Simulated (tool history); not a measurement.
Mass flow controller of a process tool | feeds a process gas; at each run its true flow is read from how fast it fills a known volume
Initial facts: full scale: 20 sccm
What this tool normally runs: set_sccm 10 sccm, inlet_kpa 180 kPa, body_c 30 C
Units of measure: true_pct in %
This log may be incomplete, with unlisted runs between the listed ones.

{"run": 1, "hour": 0.0, "set_sccm": 10, "inlet_kpa": 180, "body_c": 30, "true_pct": 100.13}
{"run": 2, "hour": 34.1, "set_sccm": 10, "inlet_kpa": 180, "body_c": 27, "true_pct": 99.84}
{"run": 3, "hour": 93.4, "set_sccm": 10, "inlet_kpa": 180, "body_c": 27, "true_pct": 99.87}
{"run": 4, "hour": 145.7, "set_sccm": 10, "inlet_kpa": 180, "body_c": 27, "true_pct": 99.85}
{"run": 5, "hour": 182.1, "set_sccm": 10, "inlet_kpa": 180, "body_c": 27, "true_pct": 99.89}
{"run": 6, "hour": 252.4, "set_sccm": 10, "inlet_kpa": 180, "body_c": 27, "true_pct": 99.77}
{"run": 7, "hour": 300.1, "set_sccm": 10, "inlet_kpa": 180, "body_c": 30, "true_pct": 100.26}
{"run": 8, "hour": 340.5, "set_sccm": 10, "inlet_kpa": 180, "body_c": 30, "true_pct": 100.23}
{"run": 9, "hour": 371.2, "set_sccm": 10, "inlet_kpa": 180, "body_c": 30, "true_pct": 100.15}
{"run": 10, "hour": 402.8, "set_sccm": 10, "inlet_kpa": 180, "body_c": 30, "true_pct": 100.21}
{"run": 11, "hour": 459.6, "set_sccm": 10, "inlet_kpa": 180, "body_c": 30, "true_pct": 100.26}
{"run": 12, "hour": 499.2, "set_sccm": 10, "inlet_kpa": 180, "body_c": 30, "true_pct": 100.28}
{"run": 13, "hour": 536.4, "set_sccm": 10, "inlet_kpa": 180, "body_c": 30, "true_pct": 100.15}
{"hour": 543.0, "done": "controller's zero set anew"}
{"run": 14, "hour": 598.2, "set_sccm": 15, "inlet_kpa": 156, "body_c": 30, "true_pct": 100.7}
{"run": 15, "hour": 668.0, "set_sccm": 15, "inlet_kpa": 156, "body_c": 30, "true_pct": 100.78}
{"run": 16, "hour": 715.2, "set_sccm": 15, "inlet_kpa": 276, "body_c": 40, "true_pct": 102.11}
{"run": 17, "hour": 746.5, "set_sccm": 3, "inlet_kpa": 149, "body_c": 25, "true_pct": 100.22}
{"run": 18, "hour": 790.6, "set_sccm": 5, "inlet_kpa": 250, "body_c": 31, "true_pct": 100.66}
{"hour": 815.6, "done": "controller's zero set anew, once more"}
{"run": 19, "hour": 829.4, "set_sccm": 10, "inlet_kpa": 180, "body_c": 29, "true_pct": 99.82}
{"run": 20, "hour": 875.9, "set_sccm": 10, "inlet_kpa": 180, "body_c": 29, "true_pct": 99.77}
{"run": 21, "hour": 920.4, "set_sccm": 10, "inlet_kpa": 180, "body_c": 29, "true_pct": 99.85}
{"run": 22, "hour": 957.8, "set_sccm": 3, "inlet_kpa": 152, "body_c": 30, "true_pct": 99.34}
{"run": 23, "hour": 992.6, "set_sccm": 4, "inlet_kpa": 215, "body_c": 30, "true_pct": 99.62}
{"run": 24, "hour": 1035.9, "set_sccm": 11, "inlet_kpa": 156, "body_c": 25, "true_pct": 99.52}
{"run": 25, "hour": 1089.5, "set_sccm": 7, "inlet_kpa": 214, "body_c": 40, "true_pct": 100.96}

Alternative continuations, all from the tool just after run 25; predict every row:
{"run": "A", "hour": 1162.7, "set_sccm": 6, "inlet_kpa": 180, "body_c": 30, "true_pct": "?"}
{"run": "B", "hour": 1162.7, "set_sccm": 19, "inlet_kpa": 180, "body_c": 30, "true_pct": "?"}
{"run": "C", "hour": 1162.7, "set_sccm": 4, "inlet_kpa": 225, "body_c": 40, "true_pct": "?"}

run=A true_pct=99.6
run=B true_pct=100.73
run=C true_pct=100.72
Stripped of hidden state, with their random variation kept, the same runs would have yielded:
run=A true_pct=99.12
run=B true_pct=100.31
run=C true_pct=100.2

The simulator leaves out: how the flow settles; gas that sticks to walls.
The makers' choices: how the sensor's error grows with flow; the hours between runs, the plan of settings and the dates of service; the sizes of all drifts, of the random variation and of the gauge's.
